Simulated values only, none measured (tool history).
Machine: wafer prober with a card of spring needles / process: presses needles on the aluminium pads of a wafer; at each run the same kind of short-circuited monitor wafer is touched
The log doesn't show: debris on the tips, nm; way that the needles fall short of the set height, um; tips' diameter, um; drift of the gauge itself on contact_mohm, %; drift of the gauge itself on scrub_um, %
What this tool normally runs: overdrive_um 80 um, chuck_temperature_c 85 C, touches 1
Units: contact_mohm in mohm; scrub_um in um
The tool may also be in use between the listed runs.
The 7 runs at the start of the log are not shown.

| run | hour | overdrive_um | chuck_temperature_c | touches | touches since the tips were cleaned | cleanings since the card got new needles | touches since the first contact's height was set | contact_mohm | scrub_um |
|---|---|---|---|---|---|---|---|---|---|
|  | 83.6 | tips cleaned on abrasive film |
| 8 | 86.7 | 80 | 85 | 1 | 1762 | 28 | 212778 | 208 | 19.74 |
|  | 96.0 | tips cleaned on abrasive film |
| 9 | 96.5 | 80 | 85 | 1 | 302 | 29 | 218147 | 195 | 19.64 |
|  | 98.0 | tips cleaned on abrasive film, once more |
| 10 | 106.8 | 80 | 85 | 1 | 4875 | 30 | 223806 | 216 | 19.53 |
|  | 110.8 | tips cleaned on abrasive film |
|  | 116.8 | height of the first contact set anew |
| 11 | 120.7 | 80 | 85 | 1 | 5303 | 31 | 2120 | 213 | 20.56 |
|  | 123.1 | tips cleaned on abrasive film |
|  | 134.8 | tips cleaned on abrasive film |
| 12 | 136.6 | 80 | 85 | 1 | 1027 | 33 | 10880 | 203 | 20.35 |
|  | 146.9 | tips cleaned on abrasive film |
| 13 | 149.8 | 80 | 85 | 1 | 1616 | 34 | 18156 | 206 | 20.47 |
|  | 158.7 | tips cleaned on abrasive film |
| 14 | 165.0 | 93 | 85 | 1 | 3458 | 35 | 26502 | 207 | 23.84 |
|  | 170.5 | tips cleaned on abrasive film |
| 15 | 172.5 | 93 | 85 | 1 | 1066 | 36 | 30609 | 194 | 23.70 |
|  | 182.4 | tips cleaned on abrasive film |
| 16 | 186.2 | 63 | 85 | 1 | 2077 | 37 | 38170 | 223 | 15.93 |
|  | 194.3 | tips cleaned on abrasive film |
| 17 | 197.5 | 63 | 85 | 1 | 1778 | 38 | 44396 | 219 | 15.92 |
| 18 | 204.9 | 80 | 38 | 1 | 5903 | 38 | 48521 | 207 | 20.55 |
|  | 206.8 | tips cleaned on abrasive film |
| 19 | 215.9 | 80 | 38 | 1 | 5085 | 39 | 54595 | 208 | 20.25 |
|  | 218.9 | tips cleaned on abrasive film |
| 20 | 229.6 | 80 | 38 | 1 | 5950 | 40 | 62128 | 208 | 20.22 |
|  | 231.0 | tips cleaned on abrasive film |
|  | 243.0 | tips cleaned on abrasive film |
| 21 | 246.5 | 98 | 97 | 3 | 1955 | 42 | 71403 | 191 | 24.91 |
|  | 255.9 | tips cleaned on abrasive film |
| 22 | 257.0 | 63 | 86 | 1 | 621 | 43 | 77175 | 204 | 15.86 |
| 23 | 266.1 | 63 | 80 | 3 | 5664 | 43 | 82218 | 203 | 15.88 |
|  | 268.7 | tips cleaned on abrasive film |
| 24 | 274.2 | 64 | 85 | 2 | 3076 | 44 | 86681 | 216 | 16.03 |
|  | 281.3 | tips cleaned on abrasive film |
| 25 | 281.9 | 84 | 85 | 2 | 305 | 45 | 90887 | 191 | 21.21 |
| 26 | 290.2 | 84 | 85 | 2 | 4911 | 45 | 95493 | 203 | 21.03 |
|  | 294.2 | tips cleaned on abrasive film |
| 27 | 297.4 | 71 | 64 | 1 | 1806 | 46 | 99468 | 213 | 17.78 |
|  | 306.6 | tips cleaned on abrasive film |
| 28 | 307.5 | 71 | 64 | 1 | 499 | 47 | 104989 | 195 | 17.81 |
| 29 | 317.0 | 71 | 49 | 2 | 5762 | 47 | 110252 | 203 | 17.81 |
|  | 318.6 | tips cleaned on abrasive film |
|  | 330.6 | tips cleaned on abrasive film |
| 30 | 331.1 | 80 | 94 | 2 | 257 | 49 | 117985 | 194 | 20.00 |

What does the tool deliver on the next run?
|  | 342.5 | tips cleaned on abrasive film |
| 31 | 348.5 | 71 | 25 | 1 | 3351 | 50 | 127609 | ? | ? |

{"run 31": {"contact_mohm": 214, "scrub_um": 17.78}}
The same run, on a tool lacking any hidden state, would have yielded contact_mohm 174 mohm, scrub_um 18.29 um.
